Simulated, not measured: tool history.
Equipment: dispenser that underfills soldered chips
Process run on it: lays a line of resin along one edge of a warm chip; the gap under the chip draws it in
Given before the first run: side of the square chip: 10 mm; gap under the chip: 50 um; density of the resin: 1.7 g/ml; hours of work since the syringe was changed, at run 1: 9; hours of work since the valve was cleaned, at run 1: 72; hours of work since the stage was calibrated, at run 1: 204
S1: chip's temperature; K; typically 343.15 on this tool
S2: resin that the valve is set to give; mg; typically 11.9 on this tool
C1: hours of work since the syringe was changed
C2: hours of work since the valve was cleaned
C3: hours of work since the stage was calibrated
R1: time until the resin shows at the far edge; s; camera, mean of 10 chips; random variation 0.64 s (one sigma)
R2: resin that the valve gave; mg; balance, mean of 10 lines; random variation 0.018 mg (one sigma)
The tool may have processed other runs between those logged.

run 1 hour=0 | S1=343.15 S2=11.9 | C1=9 C2=72 C3=204 | R1=102.9 R2=11.64
-- hour=3.8 new syringe of resin
run 2 hour=9.4 | S1=343.15 S2=15 | C1=4 C2=79 C3=212 | R1=79.8 R2=14.62
run 3 hour=14.8 | S1=343.15 S2=15 | C1=9 C2=83 C3=216 | R1=102 R2=14.61
-- hour=18.9 new syringe of resin
-- hour=19.9 dispensing valve cleaned and set on the balance
run 4 hour=24.2 | S1=343.15 S2=15 | C1=3 C2=3 C3=222 | R1=72.9 R2=15.04
-- hour=35.1 new syringe of resin
run 5 hour=35.3 | S1=343.15 S2=11.4 | C1=0 C2=12 C3=231 | R1=63 R2=11.35
run 6 hour=44.6 | S1=343.15 S2=11.4 | C1=7 C2=19 C3=238 | R1=98.9 R2=11.33
-- hour=50.2 new syringe of resin
run 7 hour=56 | S1=330.15 S2=13.2 | C1=5 C2=28 C3=247 | R1=151.9 R2=13.06
-- hour=65.8 new syringe of resin
run 8 hour=66.2 | S1=330.15 S2=13.2 | C1=0 C2=36 C3=255 | R1=117 R2=13.04
run 9 hour=74 | S1=336.15 S2=13.6 | C1=6 C2=42 C3=261 | R1=128.3 R2=13.44
-- hour=81.5 new syringe of resin
run 10 hour=81.8 | S1=348.15 S2=14.8 | C1=0 C2=48 C3=267 | R1=49.4 R2=14.59

3 ways to go on from here, each from the tool as it stands after run 10. What would each give?
run A hour=87.7 | S1=330.15 S2=11.9 | C1=5 C2=52 C3=271 | R1=? R2=?
run B hour=87.7 | S1=331.15 S2=11.6 | C1=5 C2=52 C3=271 | R1=? R2=?
run C hour=87.7 | S1=355.15 S2=11.9 | C1=5 C2=52 C3=271 | R1=? R2=?

run=A R1=163.3 R2=11.68
run=B R1=155 R2=11.41
run=C R1=50.7 R2=11.74
Stripped of hidden state, with their random variation kept, the same runs would have yielded:
run=A R1=106.6 R2=11.88
run=B R1=101.4 R2=11.6
run=C R1=33.6 R2=11.93
